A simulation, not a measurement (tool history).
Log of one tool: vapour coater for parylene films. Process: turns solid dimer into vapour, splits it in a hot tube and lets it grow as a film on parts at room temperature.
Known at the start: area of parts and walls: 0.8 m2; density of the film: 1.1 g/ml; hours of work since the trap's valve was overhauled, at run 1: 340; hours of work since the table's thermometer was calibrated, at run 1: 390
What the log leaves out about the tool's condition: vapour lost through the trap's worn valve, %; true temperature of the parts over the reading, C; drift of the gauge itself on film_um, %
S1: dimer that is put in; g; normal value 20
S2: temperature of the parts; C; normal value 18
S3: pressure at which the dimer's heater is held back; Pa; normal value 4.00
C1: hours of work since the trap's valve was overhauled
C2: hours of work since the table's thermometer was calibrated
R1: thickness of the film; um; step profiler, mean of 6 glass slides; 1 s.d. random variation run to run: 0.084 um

Run 1, hour 0.0: usual settings; C1 340; C2 390. Result: R1 12.07 um.
Run 2, hour 37.0: usual settings but S3 3.30 Pa; C1 357; C2 407. Result: R1 12.72 um.
Run 3, hour 72.1: usual settings; C1 374; C2 423. Result: R1 12.27 um.
Run 4, hour 109.9: usual settings but S3 8.87 Pa; C1 391; C2 441. Result: R1 10.41 um.
Run 5, hour 125.9: usual settings but S3 8.87 Pa; C1 399; C2 448. Result: R1 10.33 um.
Run 6, hour 157.5: usual settings but S1 22 g, S3 8.87 Pa; C1 413; C2 463. Result: R1 11.25 um.
Run 7, hour 190.5: usual settings but S1 21 g, S3 8.87 Pa; C1 429; C2 478. Result: R1 10.82 um.
Run 8, hour 208.0: usual settings but S1 21 g, S3 8.87 Pa; C1 437; C2 486. Result: R1 10.83 um.
Run 9, hour 232.6: usual settings; C1 448; C2 498. Result: R1 12.11 um.
At hour 253.7: trap's valve overhauled.
Run 10, hour 267.8: usual settings; C1 7; C2 512. Result: R1 12.37 um.
Run 11, hour 284.3: usual settings; C1 14; C2 520. Result: R1 12.49 um.
Run 12, hour 308.0: usual settings but S1 30 g; C1 25; C2 531. Result: R1 18.79 um.
Run 13, hour 334.4: usual settings but S3 7.67 Pa; C1 37; C2 543. Result: R1 11.00 um.
Run 14, hour 357.8: usual settings but S3 7.67 Pa; C1 48; C2 554. Result: R1 10.91 um.
Run 15, hour 395.8: usual settings but S3 7.67 Pa; C1 66; C2 572. Result: R1 10.92 um.
Run 16, hour 417.4: usual settings; C1 76; C2 582. Result: R1 12.49 um.
Run 17, hour 437.5: usual settings; C1 85; C2 591. Result: R1 12.47 um.
Run 18, hour 461.6: usual settings; C1 96; C2 602. Result: R1 12.44 um.
Run 19, hour 479.0: usual settings but S1 9 g; C1 105; C2 610. Result: R1 5.61 um.
Run 20, hour 514.1: usual settings but S1 11 g; C1 121; C2 626. Result: R1 6.77 um.
Run 21, hour 545.8: usual settings but S1 11 g; C1 136; C2 641. Result: R1 6.70 um.
Run 22, hour 576.7: usual settings; C1 150; C2 655. Result: R1 12.22 um.
Run 23, hour 603.8: usual settings; C1 162; C2 668. Result: R1 12.32 um.
Run 24, hour 628.1: usual settings but S1 21 g, S3 3.28 Pa; C1 174; C2 679. Result: R1 13.43 um.
Run 25, hour 650.6: usual settings but S1 10 g; C1 184; C2 690. Result: R1 6.14 um.
Run 26, hour 669.4: usual settings but S1 10 g; C1 193; C2 699. Result: R1 6.09 um.
Run 27, hour 689.4: usual settings but S1 10 g; C1 202; C2 708. Result: R1 6.09 um.
Run 28, hour 721.7: usual settings but S1 22 g, S2 24 C, S3 5.17 Pa; C1 217; C2 723. Result: R1 11.13 um.
Run 29, hour 737.5: usual settings but S1 9 g, S3 7.24 Pa; C1 225; C2 730. Result: R1 4.90 um.
Run 30, hour 763.4: usual settings but S1 9 g; C1 237; C2 742. Result: R1 5.54 um.
Run 31, hour 783.0: usual settings but S2 28 C, S3 3.55 Pa; C1 246; C2 751. Result: R1 9.91 um.
Run 32, hour 806.7: usual settings but S2 28 C, S3 3.55 Pa; C1 257; C2 762. Result: R1 9.97 um.
Run 33, hour 823.1: usual settings but S1 30 g, S2 14 C, S3 3.55 Pa; C1 264; C2 770. Result: R1 20.37 um.
Run 34, hour 857.8: usual settings but S1 30 g, S2 10 C, S3 3.55 Pa; C1 280; C2 786. Result: R1 22.73 um.
Run 35, hour 879.7: usual settings but S1 30 g, S2 25 C, S3 4.82 Pa; C1 291; C2 796. Result: R1 14.81 um.
Run 36, hour 909.3: usual settings but S1 26 g, S3 4.03 Pa; C1 304; C2 810. Result: R1 15.84 um.
Run 37, hour 932.7: usual settings but S3 3.86 Pa; C1 315; C2 821. Result: R1 12.29 um.
Run 38, hour 954.2: usual settings but S1 11 g, S2 10 C, S3 3.32 Pa; C1 325; C2 831. Result: R1 8.30 um.
Run 39, hour 992.4: usual settings but S1 28 g, S2 23 C, S3 9.36 Pa; C1 343; C2 848. Result: R1 12.67 um.
Run 40, hour 1012.8: usual settings but S2 12 C; C1 352; C2 858. Result: R1 13.82 um.
Run 41, hour 1037.1: usual settings but S1 13 g, S2 15 C, S3 7.08 Pa; C1 364; C2 869. Result: R1 7.38 um.
Run 42, hour 1069.7: usual settings but S1 22 g, S2 15 C, S3 7.08 Pa; C1 379; C2 884. Result: R1 12.63 um.
Run 43, hour 1100.1: usual settings but S1 13 g, S2 15 C, S3 3.01 Pa; C1 393; C2 898. Result: R1 8.84 um.
Run 44, hour 1131.6: usual settings but S2 10 C, S3 3.05 Pa; C1 407; C2 913. Result: R1 15.34 um.
Run 45, hour 1159.7: usual settings but S3 6.78 Pa; C1 421; C2 926. Result: R1 10.80 um.
Run 46, hour 1185.4: usual settings but S1 33 g, S3 4.63 Pa; C1 432; C2 938. Result: R1 19.49 um.

What if the next run were any one of these 5? Each begins from the tool's condition after run 46:
Run A, hour 1218.0: usual settings but S2 12 C, S3 8.32 Pa; C1 448; C2 953. Result: R1 ?.
Run B, hour 1218.0: usual settings but S1 13 g, S2 13 C, S3 2.78 Pa; C1 448; C2 953. Result: R1 ?.
Run C, hour 1218.0: usual settings but S1 33 g, S2 17 C, S3 8.78 Pa; C1 448; C2 953. Result: R1 ?.
Run D, hour 1218.0: usual settings but S1 13 g, S2 12 C, S3 4.63 Pa; C1 448; C2 953. Result: R1 ?.
Run E, hour 1218.0: usual settings but S3 7.71 Pa; C1 448; C2 953. Result: R1 ?.

run     R1
  A  11.94
  B   9.47
  C  17.45
  D   8.68
  E  10.47
Without the tool's unlogged condition, the same runs would have read:
run     R1
  A  12.48
  B   9.90
  C  18.24
  D   9.08
  E  10.94
